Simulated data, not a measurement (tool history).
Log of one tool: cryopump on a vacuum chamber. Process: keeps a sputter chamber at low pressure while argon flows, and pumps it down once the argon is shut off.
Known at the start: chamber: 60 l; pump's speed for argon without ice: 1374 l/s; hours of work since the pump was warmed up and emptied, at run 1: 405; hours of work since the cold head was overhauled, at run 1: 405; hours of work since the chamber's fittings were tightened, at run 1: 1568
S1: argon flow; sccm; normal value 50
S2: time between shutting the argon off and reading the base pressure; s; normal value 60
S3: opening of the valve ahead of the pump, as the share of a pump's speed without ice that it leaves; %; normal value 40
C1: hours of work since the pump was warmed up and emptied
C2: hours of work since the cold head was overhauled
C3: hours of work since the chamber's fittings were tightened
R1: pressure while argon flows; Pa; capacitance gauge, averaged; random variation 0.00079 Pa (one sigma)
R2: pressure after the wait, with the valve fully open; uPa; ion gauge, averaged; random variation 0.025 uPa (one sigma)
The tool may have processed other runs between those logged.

| run | hour | S1 | S2 | S3 | C1 | C2 | C3 | R1 | R2 |
|---|---|---|---|---|---|---|---|---|---|
| 1 | 0.0 | 50 | 60 | 40 | 405 | 405 | 1568 | 0.1659 | 2.07 |
| 2 | 11.0 | 50 | 60 | 40 | 411 | 411 | 1574 | 0.1650 | 2.09 |
| 3 | 24.0 | 50 | 60 | 40 | 419 | 419 | 1582 | 0.1646 | 2.11 |
| 4 | 44.5 | 50 | 60 | 40 | 430 | 430 | 1594 | 0.1638 | 2.05 |
| 5 | 62.8 | 50 | 60 | 20 | 441 | 441 | 1604 | 0.3196 | 2.10 |
| 6 | 77.8 | 50 | 31 | 40 | 450 | 450 | 1613 | 0.1671 | 3.68 |
| 7 | 101.0 | 50 | 60 | 40 | 463 | 463 | 1626 | 0.1684 | 2.10 |
| 8 | 115.3 | 32 | 60 | 40 | 471 | 471 | 1634 | 0.1067 | 2.11 |
| 9 | 131.3 | 32 | 60 | 47 | 480 | 480 | 1643 | 0.0933 | 2.06 |
| 10 | 149.9 | 50 | 60 | 40 | 491 | 491 | 1654 | 0.1681 | 2.12 |
| 11 | 169.0 | 50 | 60 | 59 | 502 | 502 | 1665 | 0.1182 | 2.10 |
| 12 | 179.8 | 50 | 150 | 59 | 508 | 508 | 1671 | 0.1196 | 1.12 |
| 13 | 204.5 | 85 | 60 | 40 | 522 | 522 | 1686 | 0.2874 | 2.15 |
| 14 | 227.8 | 85 | 60 | 40 | 536 | 536 | 1699 | 0.2867 | 2.13 |
| 15 | 249.7 | 85 | 60 | 41 | 548 | 548 | 1712 | 0.2850 | 2.13 |
| 16 | 267.6 | 50 | 60 | 29 | 559 | 559 | 1722 | 0.2296 | 2.16 |
| 17 | 283.2 | 50 | 60 | 29 | 568 | 568 | 1731 | 0.2295 | 2.14 |
| 18 | 302.7 | 50 | 60 | 29 | 579 | 579 | 1742 | 0.2298 | 2.15 |
| 19 | 323.7 | 50 | 60 | 29 | 591 | 591 | 1754 | 0.2313 | 2.16 |
| 20 | 342.7 | 41 | 60 | 31 | 602 | 602 | 1765 | 0.1768 | 2.15 |
| 21 | 366.9 | 41 | 60 | 31 | 616 | 616 | 1779 | 0.1785 | 2.16 |
| 22 | 377.9 | 50 | 140 | 40 | 622 | 622 | 1785 | 0.1725 | 1.23 |
| 23 | 394.7 | 26 | 144 | 40 | 632 | 632 | 1795 | 0.0896 | 1.18 |
| 24 | 414.0 | 38 | 32 | 40 | 643 | 643 | 1806 | 0.1314 | 3.57 |
|  | 427.2 | pump warmed up, emptied and cooled again |
| 25 | 432.5 | 38 | 32 | 19 | 3 | 651 | 1814 | 0.2458 | 3.52 |
| 26 | 447.9 | 51 | 60 | 34 | 12 | 659 | 1823 | 0.1861 | 2.02 |
| 27 | 465.9 | 35 | 40 | 39 | 22 | 670 | 1833 | 0.1120 | 2.90 |
| 28 | 489.6 | 37 | 106 | 21 | 36 | 683 | 1847 | 0.2193 | 1.41 |
| 29 | 503.0 | 31 | 272 | 38 | 44 | 691 | 1854 | 0.1013 | 0.79 |
| 30 | 528.6 | 36 | 93 | 22 | 58 | 706 | 1869 | 0.2035 | 1.49 |
| 31 | 540.2 | 49 | 25 | 23 | 65 | 712 | 1876 | 0.2647 | 4.41 |
| 32 | 555.4 | 55 | 25 | 52 | 74 | 721 | 1884 | 0.1339 | 4.36 |
| 33 | 573.1 | 30 | 60 | 21 | 84 | 731 | 1895 | 0.1771 | 2.08 |
| 34 | 586.3 | 52 | 185 | 31 | 91 | 739 | 1902 | 0.2105 | 0.95 |

Here are 3 independent what-if runs from the current tool condition. What would each one return?
| A | 603.8 | 45 | 60 | 41 | 101 | 749 | 1912 | ? | ? |
| B | 603.8 | 50 | 60 | 40 | 101 | 749 | 1912 | ? | ? |
| C | 603.8 | 98 | 129 | 23 | 101 | 749 | 1912 | ? | ? |

| run | R1 | R2 |
|---|---|---|
| A | 0.1379 | 2.06 |
| B | 0.1551 | 2.10 |
| C | 0.5274 | 1.21 |
Without the tool's unlogged condition, the same runs would have read:
| run | R1 | R2 |
|---|---|---|
| A | 0.1350 | 1.87 |
| B | 0.1519 | 1.90 |
| C | 0.5211 | 1.01 |

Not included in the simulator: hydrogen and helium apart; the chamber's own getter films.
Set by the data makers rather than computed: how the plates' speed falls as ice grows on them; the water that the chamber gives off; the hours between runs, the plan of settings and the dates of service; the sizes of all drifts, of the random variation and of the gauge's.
